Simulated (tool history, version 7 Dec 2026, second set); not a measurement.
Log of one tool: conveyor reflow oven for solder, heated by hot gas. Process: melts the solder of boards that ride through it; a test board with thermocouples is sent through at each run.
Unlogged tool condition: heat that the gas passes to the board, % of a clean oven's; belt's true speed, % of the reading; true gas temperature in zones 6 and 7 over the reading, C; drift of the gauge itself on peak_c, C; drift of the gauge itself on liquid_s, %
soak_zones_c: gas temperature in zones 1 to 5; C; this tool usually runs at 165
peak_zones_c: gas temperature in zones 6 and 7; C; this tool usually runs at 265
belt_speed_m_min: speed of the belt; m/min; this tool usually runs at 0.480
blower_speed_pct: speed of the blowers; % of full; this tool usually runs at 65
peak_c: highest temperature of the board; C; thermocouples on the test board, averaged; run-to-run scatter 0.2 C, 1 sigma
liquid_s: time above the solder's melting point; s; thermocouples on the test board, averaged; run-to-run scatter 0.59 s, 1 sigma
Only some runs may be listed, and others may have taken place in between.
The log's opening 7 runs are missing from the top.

run,hour,soak_zones_c,peak_zones_c,belt_speed_m_min,blower_speed_pct,hours of work since the flux was cleaned out,hours of work since the belt drive was overhauled,hours of work since the thermocouples were changed,peak_c,liquid_s
8,165.4,165,265,0.480,65,178,790,453,248.8,68.8
9,180.2,165,265,0.480,65,187,799,461,248.6,69.3
10,208.3,165,265,0.480,65,203,815,478,248.7,68.0
11,237.0,165,265,0.480,78,220,832,495,252.1,73.7
12,262.0,165,265,0.480,64,235,847,509,248.1,68.5
13,283.7,165,265,0.480,64,248,859,522,248.3,68.3
14,301.0,165,265,0.480,64,258,870,532,247.8,68.7
15,325.5,165,265,0.480,64,272,884,547,248.0,68.9
16,351.3,162,253,0.497,57,288,899,562,233.3,44.0
17,373.1,150,268,0.497,57,300,912,575,243.3,52.9
18,391.2,150,271,0.497,71,311,923,585,251.3,63.4
19,414.3,156,265,0.434,89,325,936,599,255.2,82.9
# hour 426.9: flux residue cleaned out of gas plates and filters
20,434.6,165,274,0.480,65,5,945,608,258.4,79.2
21,459.7,165,274,0.480,65,19,960,623,258.4,78.1
22,490.1,165,274,0.480,65,37,978,641,257.8,77.6
23,520.1,165,274,0.480,65,55,996,658,258.1,78.8
24,544.9,179,259,0.436,65,69,1010,673,249.3,86.8
# hour 560.4: thermocouples of zones 6 and 7 changed
25,567.5,151,266,0.480,55,82,1022,4,244.5,58.6
26,599.3,165,280,0.480,65,100,1041,23,262.6,82.2
27,623.9,165,280,0.480,65,115,1056,37,262.6,82.7
28,651.2,151,262,0.480,65,131,1072,53,244.3,59.7
29,679.2,165,275,0.390,72,147,1088,70,266.6,106.4
30,699.5,153,275,0.548,58,159,1100,82,247.3,52.6

Branching from run 30: 3 alternative next runs. What would each branch give?
A,728.4,178,275,0.384,58,176,1117,99,?,?
B,728.4,175,265,0.469,65,176,1117,99,?,?
C,728.4,153,264,0.430,58,176,1117,99,?,?

run,peak_c,liquid_s
A,264.6,113.0
B,251.9,79.3
C,247.8,72.4
Stripped of hidden state, with their random variation kept, the same runs would have yielded:
run,peak_c,liquid_s
A,264.0,108.8
B,251.5,76.4
C,247.3,69.5
